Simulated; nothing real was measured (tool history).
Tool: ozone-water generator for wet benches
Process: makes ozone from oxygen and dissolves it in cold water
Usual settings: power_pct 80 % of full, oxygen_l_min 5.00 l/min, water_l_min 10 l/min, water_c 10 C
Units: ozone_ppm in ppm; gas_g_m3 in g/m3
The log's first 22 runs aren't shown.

run	day	power_pct	oxygen_l_min	water_l_min	water_c	hours of work since the electrodes were changed	hours of work since the contactor was cleaned	hours of work since the thermometer was calibrated	ozone_ppm	gas_g_m3
23	38.675	99	5.00	7	10	2152	70	1301	48.3	243.5
24	41.112	99	5.00	7	10	2195	113	1345	48.5	243.1
25	43.404	94	8.20	13	8	2236	154	1386	28.0	166.9
26	45.054	46	3.06	10	7	2266	184	1415	20.9	164.8
27	46.350	80	5.00	16	10	2289	207	1438	21.7	200.2
28	48.279	61	5.74	9	10	2323	241	1473	24.8	140.5
29	49.779	63	3.75	11	11	2350	268	1499	24.1	194.6
30	52.117	80	2.84	11	10	2392	310	1541	31.2	291.0

Forecast each of these 4 alternatives for the next run:
A	53.683	40	3.60	11	10	2420	338	1569	?	?
B	53.683	80	2.67	6	5	2420	338	1569	?	?
C	53.683	81	4.63	13	10	2420	338	1569	?	?
D	53.683	98	5.00	7	10	2420	338	1569	?	?

run	ozone_ppm	gas_g_m3
A	15.9	128.6
B	55.6	306.8
C	26.5	212.1
D	48.4	242.5
Without the tool's hidden state the same runs would have given:
run	ozone_ppm	gas_g_m3
A	15.9	125.4
B	55.6	299.4
C	26.6	207.0
D	48.5	236.7
